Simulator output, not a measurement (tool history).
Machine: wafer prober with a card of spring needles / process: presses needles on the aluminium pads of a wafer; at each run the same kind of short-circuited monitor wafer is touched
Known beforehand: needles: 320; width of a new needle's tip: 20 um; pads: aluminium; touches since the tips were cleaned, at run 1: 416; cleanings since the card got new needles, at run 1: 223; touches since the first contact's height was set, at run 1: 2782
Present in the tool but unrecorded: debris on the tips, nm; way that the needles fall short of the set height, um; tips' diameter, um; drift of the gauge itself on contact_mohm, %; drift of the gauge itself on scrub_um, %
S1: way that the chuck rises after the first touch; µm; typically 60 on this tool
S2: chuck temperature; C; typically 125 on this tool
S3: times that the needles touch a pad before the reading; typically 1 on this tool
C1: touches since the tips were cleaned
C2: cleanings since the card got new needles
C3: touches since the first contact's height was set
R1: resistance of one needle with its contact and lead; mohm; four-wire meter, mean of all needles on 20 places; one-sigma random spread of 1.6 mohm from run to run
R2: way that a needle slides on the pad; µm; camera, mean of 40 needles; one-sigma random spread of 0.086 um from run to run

run	hour	S1	S2	S3	C1	C2	C3	R1	R2
1	0.0	60	125	1	416	223	2782	205	15.20
# hour 5.0: tips cleaned on abrasive film
# hour 11.2: tips cleaned on abrasive film
# hour 17.3: tips cleaned on abrasive film
# hour 23.5: tips cleaned on abrasive film
# hour 29.7: tips cleaned on abrasive film
# hour 35.9: tips cleaned on abrasive film
# hour 40.9: tips cleaned on abrasive film
# hour 47.1: tips cleaned on abrasive film
# hour 53.3: tips cleaned on abrasive film
# hour 58.6: tips cleaned on abrasive film
2	58.6	60	125	1	0	233	40066	186	15.02
# hour 64.7: tips cleaned on abrasive film
# hour 70.9: tips cleaned on abrasive film
# hour 77.1: tips cleaned on abrasive film
# hour 82.1: tips cleaned on abrasive film
# hour 88.3: tips cleaned on abrasive film
# hour 94.5: tips cleaned on abrasive film
# hour 100.7: tips cleaned on abrasive film
3	100.7	60	125	1	18	240	66903	184	14.66
# hour 105.7: tips cleaned on abrasive film
# hour 111.8: tips cleaned on abrasive film
# hour 118.0: tips cleaned on abrasive film
# hour 123.0: tips cleaned on abrasive film
# hour 129.2: tips cleaned on abrasive film
# hour 135.4: tips cleaned on abrasive film
# hour 140.3: tips cleaned on abrasive film
4	141.2	60	125	1	565	247	92707	217	14.51
# hour 146.2: tips cleaned on abrasive film
# hour 152.4: tips cleaned on abrasive film
# hour 157.4: tips cleaned on abrasive film
# hour 163.5: tips cleaned on abrasive film
# hour 169.7: tips cleaned on abrasive film
# hour 175.9: tips cleaned on abrasive film
# hour 182.1: tips cleaned on abrasive film
# hour 187.6: tips cleaned on abrasive film
5	187.6	60	125	1	0	255	122253	184	14.46
# hour 192.6: tips cleaned on abrasive film
# hour 198.8: tips cleaned on abrasive film
# hour 205.0: tips cleaned on abrasive film
# hour 211.2: tips cleaned on abrasive film
# hour 217.4: tips cleaned on abrasive film
6	218.9	60	125	1	993	260	142177	255	14.24
# hour 222.6: tips cleaned on abrasive film
# hour 228.8: tips cleaned on abrasive film
# hour 235.0: tips cleaned on abrasive film
# hour 241.2: tips cleaned on abrasive film
# hour 247.4: tips cleaned on abrasive film
# hour 253.6: tips cleaned on abrasive film
# hour 259.8: tips cleaned on abrasive film
# hour 266.0: tips cleaned on abrasive film
# hour 270.9: tips cleaned on abrasive film
# hour 276.5: tips cleaned on abrasive film
7	276.5	60	125	1	0	270	178868	187	14.11
# hour 282.7: tips cleaned on abrasive film
# hour 288.9: tips cleaned on abrasive film
# hour 295.1: tips cleaned on abrasive film
# hour 300.1: tips cleaned on abrasive film
# hour 306.3: tips cleaned on abrasive film
# hour 312.4: tips cleaned on abrasive film
# hour 318.6: tips cleaned on abrasive film
# hour 323.7: height of the first contact set anew
8	323.7	60	125	1	3105	277	0	360	13.35
# hour 325.0: tips cleaned on abrasive film
# hour 331.2: tips cleaned on abrasive film
# hour 337.4: tips cleaned on abrasive film
# hour 343.6: tips cleaned on abrasive film
# hour 349.8: tips cleaned on abrasive film
# hour 354.8: tips cleaned on abrasive film
# hour 361.0: tips cleaned on abrasive film
# hour 366.7: tips cleaned on abrasive film
9	366.7	60	125	1	0	285	27328	203	13.06
# hour 371.7: tips cleaned on abrasive film
# hour 377.9: tips cleaned on abrasive film
# hour 382.8: tips cleaned on abrasive film
# hour 389.0: tips cleaned on abrasive film
# hour 395.2: tips cleaned on abrasive film
# hour 400.2: tips cleaned on abrasive film
# hour 406.4: tips cleaned on abrasive film
# hour 412.6: tips cleaned on abrasive film
10	417.1	60	125	1	2904	293	59419	371	12.74
# hour 418.4: tips cleaned on abrasive film
# hour 424.6: tips cleaned on abrasive film
# hour 430.8: tips cleaned on abrasive film
# hour 436.9: tips cleaned on abrasive film
# hour 441.9: tips cleaned on abrasive film
# hour 448.1: tips cleaned on abrasive film
# hour 454.3: tips cleaned on abrasive film
# hour 460.5: tips cleaned on abrasive film
11	463.0	50	59	1	1610	301	88638	438	10.16
# hour 465.5: tips cleaned on abrasive film
# hour 471.7: tips cleaned on abrasive film
# hour 477.9: tips cleaned on abrasive film
# hour 482.8: tips cleaned on abrasive film
# hour 489.0: tips cleaned on abrasive film
# hour 490.5: height of the first contact set anew, once more
# hour 494.3: tips cleaned on abrasive film
12	498.6	49	50	2	2802	307	5169	308	12.41
# hour 499.9: tips cleaned on abrasive film
# hour 506.1: tips cleaned on abrasive film
# hour 511.1: tips cleaned on abrasive film
# hour 517.3: tips cleaned on abrasive film
# hour 523.5: tips cleaned on abrasive film
# hour 528.4: tips cleaned on abrasive film
13	530.6	47	50	2	1400	313	25503	266	11.78
# hour 534.4: tips cleaned on abrasive film
# hour 540.5: tips cleaned on abrasive film
# hour 545.5: tips cleaned on abrasive film
# hour 551.7: tips cleaned on abrasive film
# hour 557.9: tips cleaned on abrasive film
# hour 564.1: tips cleaned on abrasive film
# hour 570.3: tips cleaned on abrasive film
14	573.0	48	117	1	1768	320	52514	351	11.77
# hour 575.5: tips cleaned on abrasive film
# hour 581.7: tips cleaned on abrasive film
# hour 586.7: tips cleaned on abrasive film
# hour 592.9: tips cleaned on abrasive film
# hour 599.1: tips cleaned on abrasive film
15	599.3	40	105	2	117	325	69196	223	9.65
# hour 604.2: tips cleaned on abrasive film
# hour 609.2: tips cleaned on abrasive film
# hour 615.4: tips cleaned on abrasive film
# hour 621.6: tips cleaned on abrasive film
# hour 627.8: tips cleaned on abrasive film
# hour 632.7: tips cleaned on abrasive film
# hour 638.9: tips cleaned on abrasive film
# hour 643.9: tips cleaned on abrasive film
# hour 650.1: tips cleaned on abrasive film
# hour 655.6: tips cleaned on abrasive film
16	655.6	60	101	1	0	335	105043	191	14.68
# hour 661.8: tips cleaned on abrasive film
# hour 666.7: tips cleaned on abrasive film
# hour 672.9: tips cleaned on abrasive film
# hour 679.1: tips cleaned on abrasive film
# hour 685.3: tips cleaned on abrasive film
# hour 691.5: tips cleaned on abrasive film
# hour 697.7: tips cleaned on abrasive film
# hour 703.9: tips cleaned on abrasive film
# hour 710.1: tips cleaned on abrasive film
17	714.0	60	70	1	2540	344	142290	349	14.11
# hour 715.3: tips cleaned on abrasive film
# hour 721.5: tips cleaned on abrasive film
# hour 727.7: tips cleaned on abrasive film
# hour 732.7: tips cleaned on abrasive film
# hour 737.6: tips cleaned on abrasive film
18	740.7	65	69	1	1979	349	159259	294	15.40
# hour 743.2: tips cleaned on abrasive film
# hour 749.4: tips cleaned on abrasive film
# hour 755.6: tips cleaned on abrasive film
# hour 760.6: tips cleaned on abrasive film
# hour 766.8: tips cleaned on abrasive film
# hour 772.9: tips cleaned on abrasive film
# hour 779.1: tips cleaned on abrasive film
# hour 784.1: tips cleaned on abrasive film
# hour 790.3: tips cleaned on abrasive film
19	793.1	40	125	3	1840	358	192652	328	8.89
# hour 795.7: tips cleaned on abrasive film
# hour 801.9: tips cleaned on abrasive film
# hour 808.0: tips cleaned on abrasive film
# hour 814.2: tips cleaned on abrasive film
# hour 818.2: height of the first contact set anew
# hour 820.7: tips cleaned on abrasive film
# hour 826.9: tips cleaned on abrasive film
# hour 833.1: tips cleaned on abrasive film
# hour 838.1: tips cleaned on abrasive film
# hour 844.3: tips cleaned on abrasive film
# hour 849.2: tips cleaned on abrasive film
# hour 855.4: tips cleaned on abrasive film
20	856.0	51	45	1	360	369	24025	227	12.84

5 ways to go on from here, each from the tool as it stands after run 20. What would each give?
# hour 860.9: tips cleaned on abrasive film
# hour 867.1: tips cleaned on abrasive film
# hour 873.3: tips cleaned on abrasive film
# hour 879.5: tips cleaned on abrasive film
# hour 885.7: tips cleaned on abrasive film
A	889.4	51	47	1	2367	374	45324	?	?
# hour 860.9: tips cleaned on abrasive film
# hour 867.1: tips cleaned on abrasive film
# hour 873.3: tips cleaned on abrasive film
# hour 879.5: tips cleaned on abrasive film
# hour 885.7: tips cleaned on abrasive film
B	889.4	51	33	1	2367	374	45324	?	?
# hour 860.9: tips cleaned on abrasive film
# hour 867.1: tips cleaned on abrasive film
# hour 873.3: tips cleaned on abrasive film
# hour 879.5: tips cleaned on abrasive film
# hour 885.7: tips cleaned on abrasive film
C	889.4	51	45	2	2367	374	45324	?	?
# hour 860.9: tips cleaned on abrasive film
# hour 867.1: tips cleaned on abrasive film
# hour 873.3: tips cleaned on abrasive film
# hour 879.5: tips cleaned on abrasive film
# hour 885.7: tips cleaned on abrasive film
D	889.4	50	27	3	2367	374	45324	?	?
# hour 860.9: tips cleaned on abrasive film
# hour 867.1: tips cleaned on abrasive film
# hour 873.3: tips cleaned on abrasive film
# hour 879.5: tips cleaned on abrasive film
# hour 885.7: tips cleaned on abrasive film
E	889.4	53	67	3	2367	374	45324	?	?

run	R1	R2
A	420	12.68
B	421	12.75
C	316	12.69
D	263	12.32
E	252	13.04
With no hidden state in the tool, these same runs would have given:
run	R1	R2
A	151	12.94
B	148	13.01
C	150	12.95
D	149	12.58
E	154	13.30

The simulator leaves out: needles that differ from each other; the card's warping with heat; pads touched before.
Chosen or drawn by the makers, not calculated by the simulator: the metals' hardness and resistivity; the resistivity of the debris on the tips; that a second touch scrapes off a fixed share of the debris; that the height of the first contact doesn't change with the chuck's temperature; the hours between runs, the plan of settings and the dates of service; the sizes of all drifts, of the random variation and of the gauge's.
